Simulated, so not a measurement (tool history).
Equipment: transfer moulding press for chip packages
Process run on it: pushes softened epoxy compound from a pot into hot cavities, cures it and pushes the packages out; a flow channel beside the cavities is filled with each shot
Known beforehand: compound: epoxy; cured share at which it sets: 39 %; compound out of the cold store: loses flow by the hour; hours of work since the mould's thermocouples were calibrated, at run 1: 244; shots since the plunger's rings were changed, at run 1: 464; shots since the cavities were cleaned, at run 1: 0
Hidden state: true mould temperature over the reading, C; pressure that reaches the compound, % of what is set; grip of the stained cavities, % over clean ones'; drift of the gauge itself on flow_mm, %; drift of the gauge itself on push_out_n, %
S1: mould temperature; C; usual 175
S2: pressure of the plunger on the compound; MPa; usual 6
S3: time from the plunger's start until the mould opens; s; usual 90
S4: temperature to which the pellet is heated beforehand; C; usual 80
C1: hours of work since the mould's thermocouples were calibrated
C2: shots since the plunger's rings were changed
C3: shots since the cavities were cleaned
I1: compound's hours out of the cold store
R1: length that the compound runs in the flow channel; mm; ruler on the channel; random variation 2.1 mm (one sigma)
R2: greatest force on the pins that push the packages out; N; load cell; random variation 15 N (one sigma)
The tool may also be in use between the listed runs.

run,hour,S1,S2,S3,S4,C1,C2,C3,I1,R1,R2
1,0,175,6,90,80,244,464,0,21.9,913,714
2,31.6,175,6,111,80,268,959,495,17.5,926,467
3,65.6,180,6,111,80,294,1492,1028,30.2,877,379
# hour 75.1: cavities cleaned with cleaning compound and waxed
4,97.2,180,6,111,80,318,1965,347,47.1,848,388
# hour 109: mould's thermocouples calibrated
5,117.7,180,6,111,80,7,2255,637,40.8,855,382
# hour 151.1: cavities cleaned with cleaning compound and waxed
6,151.1,180,6,111,80,31,2756,0,18.9,898,381
7,176,175,6.92,90,89,50,3146,390,16.1,996,705
8,200.3,175,6,109,80,69,3527,771,22.8,916,467
# hour 213.7: plunger's sealing rings changed
# hour 228.6: cavities cleaned with cleaning compound and waxed
9,237.3,175,6,109,80,94,347,137,10.2,940,458
10,266.1,175,5.39,90,72,116,799,589,46.2,828,723

Consider 5 possible next runs. They are alternatives, not a sequence: every one starts from the tool as it was left by run 10. What does each give?
A,282.7,175,5.39,94,72,129,1058,848,14.8,?,?
B,282.7,179,6.91,112,80,129,1058,848,9.7,?,?
C,282.7,178,5.96,106,80,129,1058,848,14.5,?,?
D,282.7,175,6,90,71,129,1058,848,36.3,?,?
E,282.7,175,6,102,80,129,1058,848,12.1,?,?

run,R1,R2
A,884,686
B,984,388
C,910,443
D,891,728
E,936,561
With no hidden state in the tool, these same runs would have given:
run,R1,R2
A,884,680
B,984,385
C,910,439
D,891,722
E,937,557

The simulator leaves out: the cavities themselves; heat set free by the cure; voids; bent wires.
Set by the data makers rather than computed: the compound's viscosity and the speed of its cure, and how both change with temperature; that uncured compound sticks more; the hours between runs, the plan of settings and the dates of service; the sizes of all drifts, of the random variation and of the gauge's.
